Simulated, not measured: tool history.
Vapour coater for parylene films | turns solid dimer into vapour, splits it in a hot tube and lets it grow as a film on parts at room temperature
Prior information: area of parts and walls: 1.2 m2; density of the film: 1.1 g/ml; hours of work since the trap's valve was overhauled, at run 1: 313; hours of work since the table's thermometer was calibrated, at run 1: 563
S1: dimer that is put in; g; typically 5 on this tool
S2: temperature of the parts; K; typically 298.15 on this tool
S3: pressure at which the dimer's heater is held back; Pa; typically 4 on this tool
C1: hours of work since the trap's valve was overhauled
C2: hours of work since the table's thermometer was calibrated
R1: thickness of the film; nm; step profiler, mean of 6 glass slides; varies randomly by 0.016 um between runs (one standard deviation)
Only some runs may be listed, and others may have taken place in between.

run 1 hour=0 | S1=5 S2=298.15 S3=4 | C1=313 C2=563 | R1=1820
-- hour=16.9 trap's valve overhauled
run 2 hour=52.4 | S1=5 S2=298.15 S3=4 | C1=19 C2=588 | R1=2120
run 3 hour=82.1 | S1=5 S2=298.15 S3=4 | C1=34 C2=604 | R1=2070
run 4 hour=123.5 | S1=5 S2=298.15 S3=4 | C1=56 C2=625 | R1=2070
run 5 hour=161.1 | S1=7 S2=298.15 S3=4 | C1=76 C2=645 | R1=2860
run 6 hour=196.8 | S1=5 S2=298.15 S3=4 | C1=94 C2=664 | R1=2030
run 7 hour=230.1 | S1=5 S2=298.15 S3=4 | C1=112 C2=681 | R1=2010
run 8 hour=260.7 | S1=5 S2=298.15 S3=4 | C1=128 C2=697 | R1=1990
run 9 hour=298 | S1=5 S2=298.15 S3=4 | C1=147 C2=717 | R1=1960
run 10 hour=345.7 | S1=5 S2=298.15 S3=4 | C1=172 C2=742 | R1=1960
-- hour=349.4 table's thermometer calibrated
run 11 hour=372.4 | S1=5 S2=298.15 S3=4 | C1=186 C2=12 | R1=1980
run 12 hour=404.8 | S1=5 S2=298.15 S3=4 | C1=203 C2=29 | R1=1930
run 13 hour=450.1 | S1=5 S2=298.15 S3=4 | C1=227 C2=53 | R1=1910
run 14 hour=471.7 | S1=5 S2=298.15 S3=4 | C1=238 C2=64 | R1=1930
run 15 hour=508.7 | S1=5 S2=298.15 S3=4 | C1=257 C2=84 | R1=1880
run 16 hour=538.9 | S1=5 S2=298.15 S3=4 | C1=273 C2=99 | R1=1880
-- hour=544.3 table's thermometer calibrated, once more
run 17 hour=586.9 | S1=5 S2=298.15 S3=4 | C1=298 C2=22 | R1=1790
run 18 hour=621.9 | S1=5 S2=298.15 S3=4 | C1=316 C2=41 | R1=1780
-- hour=632.5 trap's valve overhauled
run 19 hour=664.4 | S1=7 S2=295.15 S3=8.06 | C1=17 C2=61 | R1=2730
run 20 hour=688.1 | S1=5 S2=306.15 S3=2.62 | C1=29 C2=73 | R1=1750
run 21 hour=722.5 | S1=5 S2=306.15 S3=2.62 | C1=47 C2=91 | R1=1760
run 22 hour=764.2 | S1=5 S2=293.15 S3=2.23 | C1=69 C2=113 | R1=2590
run 23 hour=805 | S1=5 S2=293.15 S3=2.23 | C1=90 C2=135 | R1=2590
run 24 hour=825.5 | S1=5 S2=293.15 S3=2.23 | C1=101 C2=145 | R1=2580
run 25 hour=864.6 | S1=5 S2=308.15 S3=4.78 | C1=122 C2=166 | R1=1390
run 26 hour=884.9 | S1=5 S2=308.15 S3=4.78 | C1=132 C2=176 | R1=1420
run 27 hour=931.8 | S1=5 S2=298.15 S3=8.58 | C1=157 C2=201 | R1=1690
run 28 hour=963.1 | S1=3 S2=303.15 S3=2.47 | C1=173 C2=217 | R1=1080
run 29 hour=1001.7 | S1=3 S2=303.15 S3=2.47 | C1=194 C2=238 | R1=1070
run 30 hour=1039.2 | S1=7 S2=298.15 S3=4 | C1=213 C2=257 | R1=2630
run 31 hour=1071.5 | S1=7 S2=299.15 S3=11.49 | C1=230 C2=274 | R1=2070
run 32 hour=1097.9 | S1=3 S2=299.15 S3=11.49 | C1=244 C2=288 | R1=910
run 33 hour=1130.1 | S1=5 S2=298.15 S3=6.2 | C1=261 C2=305 | R1=1700
run 34 hour=1161.6 | S1=5 S2=298.15 S3=6.2 | C1=277 C2=321 | R1=1690

Alternative continuations, all from the tool just after run 34; predict every row:
run A hour=1204 | S1=5 S2=295.15 S3=6.08 | C1=300 C2=344 | R1=?
run B hour=1204 | S1=3 S2=298.15 S3=6.2 | C1=300 C2=344 | R1=?
run C hour=1204 | S1=3 S2=298.15 S3=4 | C1=300 C2=344 | R1=?
run D hour=1204 | S1=5 S2=298.15 S3=7.47 | C1=300 C2=344 | R1=?
run E hour=1204 | S1=5 S2=304.15 S3=6.08 | C1=300 C2=344 | R1=?

run=A R1=1820
run=B R1=990
run=C R1=1080
run=D R1=1620
run=E R1=1410
What these runs would have given with no unlogged condition in the tool:
run=A R1=2100
run=B R1=1140
run=C R1=1250
run=D R1=1870
run=E R1=1620
